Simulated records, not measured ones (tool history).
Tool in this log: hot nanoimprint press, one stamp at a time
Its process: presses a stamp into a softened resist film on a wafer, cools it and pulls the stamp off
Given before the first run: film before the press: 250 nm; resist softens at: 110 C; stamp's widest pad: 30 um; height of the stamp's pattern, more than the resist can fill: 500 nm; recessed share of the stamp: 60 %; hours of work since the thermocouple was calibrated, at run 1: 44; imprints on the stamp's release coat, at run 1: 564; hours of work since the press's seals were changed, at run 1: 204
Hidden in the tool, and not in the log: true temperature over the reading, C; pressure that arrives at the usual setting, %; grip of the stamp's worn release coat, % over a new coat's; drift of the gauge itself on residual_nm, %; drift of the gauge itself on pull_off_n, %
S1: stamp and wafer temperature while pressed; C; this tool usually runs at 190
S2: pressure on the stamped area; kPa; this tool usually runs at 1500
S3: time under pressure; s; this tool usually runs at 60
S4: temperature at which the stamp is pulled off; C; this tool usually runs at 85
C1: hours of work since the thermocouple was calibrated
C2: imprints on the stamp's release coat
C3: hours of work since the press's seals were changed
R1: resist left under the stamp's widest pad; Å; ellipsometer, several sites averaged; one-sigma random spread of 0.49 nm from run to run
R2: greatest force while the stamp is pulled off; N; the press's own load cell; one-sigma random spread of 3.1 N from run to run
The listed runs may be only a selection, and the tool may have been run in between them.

run	hour	S1	S2	S3	S4	C1	C2	C3	R1	R2
1	0	190	1500	60	85	44	564	204	1207	145
2	5	190	1500	60	85	46	575	206	1202	148
3	16.7	190	1500	60	85	51	601	211	1203	144
4	25.8	190	1500	60	85	55	622	215	1197	142
5	34.5	190	1500	60	85	59	641	219	1202	150
6	44.7	190	1770	60	85	63	664	223	1125	144
7	51.5	190	1770	60	85	66	679	226	1117	148
8	58.4	190	990	60	85	69	695	229	1429	151
9	69.2	179	2010	102	75	74	719	233	1387	161
10	79.7	188	1270	60	85	78	742	238	1392	141

Expected results for the next run?
11	91.3	199	1350	47	85	83	768	243	?	?

Logged for run 11: R1 993 Å, R2 143 N.
Were there no unlogged condition in the tool, this run, its random variation unchanged, would have produced R1 982 Å, R2 142 N.

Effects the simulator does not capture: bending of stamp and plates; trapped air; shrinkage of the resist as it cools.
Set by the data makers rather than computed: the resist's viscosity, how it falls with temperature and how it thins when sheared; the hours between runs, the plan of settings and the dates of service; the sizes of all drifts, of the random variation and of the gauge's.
